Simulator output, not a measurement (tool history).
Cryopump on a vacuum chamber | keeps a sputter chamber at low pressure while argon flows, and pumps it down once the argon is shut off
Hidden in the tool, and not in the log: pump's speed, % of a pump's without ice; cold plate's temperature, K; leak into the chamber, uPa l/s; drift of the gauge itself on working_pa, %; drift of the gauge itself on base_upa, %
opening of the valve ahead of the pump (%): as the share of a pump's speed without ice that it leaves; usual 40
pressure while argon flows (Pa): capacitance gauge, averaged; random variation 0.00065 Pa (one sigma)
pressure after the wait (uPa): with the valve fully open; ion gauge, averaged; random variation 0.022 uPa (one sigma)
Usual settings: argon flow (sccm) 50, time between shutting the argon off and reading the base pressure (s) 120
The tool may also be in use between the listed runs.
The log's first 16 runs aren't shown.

run	hour	argon flow (sccm)	time between shutting the argon off and reading the base pressure (s)	opening of the valve ahead of the pump (%)	hours of work since the pump was warmed up and emptied	hours of work since the cold head was overhauled	hours of work since the chamber's fittings were tightened	pressure while argon flows (Pa)	pressure after the wait (uPa)
17	594.5	50	120	40	282	1380	2298	0.1043	1.43
18	614.6	43	69	32	297	1395	2313	0.1125	1.8
19	654.1	98	28	47	326	1424	2342	0.1742	3.11
20	697.6	98	28	47	359	1457	2375	0.177	3.18
21	727.3	98	214	32	381	1479	2397	0.2559	1.31
22	759.2	25	59	54	404	1502	2420	0.0393	2.07
23	783.3	81	134	45	422	1520	2438	0.1527	1.49
24	824.7	81	134	45	453	1551	2469	0.1541	1.51
25	868.2	51	120	15	485	1584	2501	0.2819	1.58
26	914.6	51	120	15	520	1618	2536	0.2838	1.55
27	948.2	34	130	16	545	1643	2561	0.1775	1.55

The next listed run, before its measurement:
28	981.8	50	120	31	570	1668	2586	?	?

Run 28 gave pressure while argon flows (Pa) 0.1369, pressure after the wait (uPa) 1.6.
Without the tool's hidden state the same run would have given pressure while argon flows (Pa) 0.1325, pressure after the wait (uPa) 0.65.
